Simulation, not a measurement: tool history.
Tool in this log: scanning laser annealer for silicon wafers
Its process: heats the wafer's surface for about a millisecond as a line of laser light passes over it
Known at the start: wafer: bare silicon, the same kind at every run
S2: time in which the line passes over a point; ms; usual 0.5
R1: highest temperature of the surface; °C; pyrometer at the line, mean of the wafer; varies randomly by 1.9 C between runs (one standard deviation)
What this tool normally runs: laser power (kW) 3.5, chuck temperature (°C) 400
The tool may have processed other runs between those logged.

{"run": 1, "day": 0.0, "laser power (kW)": 3.5, "S2": 0.5, "chuck temperature (°C)": 400, "R1": 1131}
{"run": 2, "day": 0.483, "laser power (kW)": 3.5, "S2": 0.5, "chuck temperature (°C)": 400, "R1": 1129}
{"run": 3, "day": 0.838, "laser power (kW)": 3.5, "S2": 0.5, "chuck temperature (°C)": 400, "R1": 1129}
{"run": 4, "day": 1.383, "laser power (kW)": 3.5, "S2": 0.5, "chuck temperature (°C)": 400, "R1": 1133}
{"run": 5, "day": 1.846, "laser power (kW)": 3.329, "S2": 0.5, "chuck temperature (°C)": 400, "R1": 1094}
{"run": 6, "day": 2.138, "laser power (kW)": 3.329, "S2": 0.5, "chuck temperature (°C)": 400, "R1": 1091}
{"run": 7, "day": 2.475, "laser power (kW)": 3.329, "S2": 0.5, "chuck temperature (°C)": 400, "R1": 1091}
{"run": 8, "day": 2.908, "laser power (kW)": 3.5, "S2": 0.5, "chuck temperature (°C)": 400, "R1": 1128}
{"run": 9, "day": 3.371, "laser power (kW)": 3.5, "S2": 0.5, "chuck temperature (°C)": 400, "R1": 1130}
{"run": 10, "day": 3.9, "laser power (kW)": 3.5, "S2": 0.5, "chuck temperature (°C)": 400, "R1": 1130}
{"run": 11, "day": 4.338, "laser power (kW)": 3.721, "S2": 0.566, "chuck temperature (°C)": 392, "R1": 1228}
{"run": 12, "day": 4.646, "laser power (kW)": 3.468, "S2": 0.421, "chuck temperature (°C)": 400, "R1": 1062}
{"run": 13, "day": 5.142, "laser power (kW)": 3.192, "S2": 0.382, "chuck temperature (°C)": 400, "R1": 972}
{"run": 14, "day": 5.675, "laser power (kW)": 3.836, "S2": 0.598, "chuck temperature (°C)": 429, "R1": 1312}
{"run": 15, "day": 6.225, "laser power (kW)": 3.836, "S2": 0.598, "chuck temperature (°C)": 429, "R1": 1312}

Consider 5 possible next runs. They are alternatives, not a sequence: every one starts from the tool as it was left by run 15. What does each give?
{"run": "A", "day": 6.729, "laser power (kW)": 3.424, "S2": 0.598, "chuck temperature (°C)": 427, "R1": "?"}
{"run": "B", "day": 6.729, "laser power (kW)": 3.836, "S2": 0.391, "chuck temperature (°C)": 397, "R1": "?"}
{"run": "C", "day": 6.729, "laser power (kW)": 3.5, "S2": 0.5, "chuck temperature (°C)": 393, "R1": "?"}
{"run": "D", "day": 6.729, "laser power (kW)": 3.376, "S2": 0.363, "chuck temperature (°C)": 400, "R1": "?"}
{"run": "E", "day": 6.729, "laser power (kW)": 3.223, "S2": 0.462, "chuck temperature (°C)": 429, "R1": "?"}

run=A R1=1204
run=B R1=1108
run=C R1=1117
run=D R1=997
run=E R1=1064
Without the tool's hidden state the same runs would have given:
run=A R1=1242
run=B R1=1143
run=C R1=1153
run=D R1=1026
run=E R1=1095
